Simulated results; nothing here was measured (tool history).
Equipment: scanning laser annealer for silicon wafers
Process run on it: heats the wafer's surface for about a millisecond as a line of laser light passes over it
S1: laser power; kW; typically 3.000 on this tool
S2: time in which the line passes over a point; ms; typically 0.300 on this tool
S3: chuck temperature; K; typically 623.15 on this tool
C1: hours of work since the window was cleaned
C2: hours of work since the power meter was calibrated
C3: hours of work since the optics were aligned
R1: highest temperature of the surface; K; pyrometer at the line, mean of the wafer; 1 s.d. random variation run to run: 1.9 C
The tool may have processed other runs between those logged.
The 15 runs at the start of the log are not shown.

run     day     S1     S2      S3   C1   C2   C3       R1
 16  14.067  3.000  0.300  623.15  497  419   55  1391.15
 17  14.867  3.263  0.300  623.15  506  428   65  1463.15
 18  16.179  2.842  0.300  663.15  522  444   80  1387.15
 19  16.796  2.842  0.300  663.15  529  451   88  1384.15
 20  17.996  2.711  0.279  604.15  544  466  102  1266.15
 21  18.988  2.711  0.279  604.15  556  477  114  1265.15
 22  20.350  2.758  0.217  585.15  572  494  130  1180.15
 23  21.154  2.791  0.284  652.15  582  503  140  1338.15
 24  21.825  3.000  0.300  597.15  590  511  148  1359.15
 25  22.508  3.000  0.300  597.15  598  520  156  1359.15
 26  23.450  3.000  0.300  597.15  609  531  167  1359.15
 27  24.629  2.793  0.277  650.15  623  545  181  1327.15
 28  25.446  2.639  0.234  649.15  633  555  191  1235.15
 29  26.071  2.750  0.315  639.15  640  562  199  1349.15
 30  27.383  2.750  0.315  639.15  656  578  214  1349.15
 31  28.904  2.750  0.315  639.15  674  596  232  1344.15
 32  30.096  3.117  0.217  654.15  688  610  247  1325.15
 33  31.046  2.595  0.300  594.15  700  621  258  1242.15

Predict each of these 3 candidate next runs independently; none follows another, all start after run 33:
  A  32.538  2.634  0.226  588.15  717  639  276   ?
  B  32.538  2.573  0.312  623.15  717  639  276   ?
  C  32.538  3.000  0.300  597.15  717  639  276   ?

run       R1
  A  1158.15
  B  1278.15
  C  1354.15
Take away the tool's hidden state, keep each run's random variation, and the runs would have read:
run       R1
  A  1188.15
  B  1312.15
  C  1394.15
